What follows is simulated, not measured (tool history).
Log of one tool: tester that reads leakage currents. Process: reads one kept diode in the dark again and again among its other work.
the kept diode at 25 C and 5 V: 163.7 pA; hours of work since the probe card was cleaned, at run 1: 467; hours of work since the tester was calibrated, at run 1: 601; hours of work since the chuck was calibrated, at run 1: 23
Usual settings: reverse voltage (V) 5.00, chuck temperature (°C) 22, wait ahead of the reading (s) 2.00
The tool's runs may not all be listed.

run	hour	reverse voltage (V)	chuck temperature (°C)	wait ahead of the reading (s)	hours of work since the probe card was cleaned	hours of work since the tester was calibrated	hours of work since the chuck was calibrated	current that the tester gives (pA)
1	0.0	5.00	22	2.00	467	601	23	127.78
2	24.4	5.00	22	0.58	481	615	37	129.93
3	64.2	5.00	22	2.00	504	638	59	129.21
4	97.3	5.00	22	2.00	523	657	78	130.05
5	134.8	5.00	34	2.00	544	678	100	371.10
6	153.7	5.00	22	2.00	555	689	111	130.55
7	190.6	5.00	22	2.00	576	710	132	130.81
8	211.8	5.00	34	2.00	588	723	144	373.80
9	247.3	5.00	22	2.00	609	743	164	132.01
10	271.1	5.00	22	3.28	622	756	178	132.26
11	307.8	5.00	22	3.28	643	777	199	132.33
12	347.8	5.00	22	3.28	666	800	222	132.39
# hour 352.6: probe card cleaned and baked
13	375.8	5.00	22	3.28	13	815	236	134.58
14	413.3	5.00	22	2.00	35	836	257	135.14
15	444.7	5.00	22	2.00	53	854	275	135.88
16	466.1	5.00	22	2.00	65	866	288	137.25
17	498.5	5.00	22	2.00	84	885	306	136.85
18	517.2	5.00	22	2.00	94	896	317	137.43
19	543.5	5.00	22	2.00	109	911	332	137.84
# hour 568.3: probe card cleaned and baked, once more
20	586.9	5.00	22	2.00	11	934	355	134.78
21	606.0	5.00	22	2.00	22	945	366	134.73
22	638.4	5.00	22	2.00	40	963	385	134.61
23	675.0	1.58	22	2.00	61	984	405	84.62
24	703.9	1.58	22	2.00	78	1001	422	84.98
25	740.8	1.58	22	2.00	99	1022	443	85.29
26	765.6	11.25	22	1.00	113	1036	457	193.30
27	792.8	1.70	22	8.10	128	1051	473	87.50
28	815.5	4.50	27	2.17	141	1064	486	207.21
29	851.3	1.97	27	1.31	162	1085	506	147.99
30	886.3	5.00	22	0.66	182	1105	526	140.51
31	923.2	1.11	22	2.00	203	1126	547	75.67
# hour 940.3: chuck's temperature calibrated
32	945.7	18.84	47	1.04	215	1138	3	1802.01
33	976.8	18.84	47	1.04	233	1156	21	1811.33
34	996.2	18.84	47	0.62	244	1167	32	1817.80
35	1018.1	5.33	35	1.38	256	1179	44	408.99
36	1048.8	5.33	35	1.38	274	1197	62	411.98
37	1075.6	5.33	35	1.38	289	1212	77	414.51
38	1099.1	16.52	22	0.73	303	1226	91	217.07
39	1127.1	2.55	22	2.64	319	1242	107	97.84

How the hidden state differs across the entries between the runs, from the last listed run before each to the first after it:
Between runs 12 and 13: probe card cleaned and baked (hour 352.6)
  stray current of the dirty probe card, pA a volt: 0.554 -> 0.817; true chuck temperature over the reading, C: 0.47 -> 0.5
  measured less the result without the state, current that the tester gives (pA): +8.31 -> +9.98
Between runs 19 and 20: probe card cleaned and baked, once more (hour 568.3)
  stray current of the dirty probe card, pA a volt: 0.889 -> 0.031; current scale over the true one, %: 0.15 -> 0.16; true chuck temperature over the reading, C: 0.68 -> 0.73
  measured less the result without the state, current that the tester gives (pA): +12.64 -> +8.97
Between runs 31 and 32: chuck's temperature calibrated (hour 940.3)
  stray current of the dirty probe card, pA a volt: 0.18 -> 0.189; true chuck temperature over the reading, C: 1.1 -> 0.01
  measured less the result without the state, current that the tester gives (pA): +7.53 -> +7.93
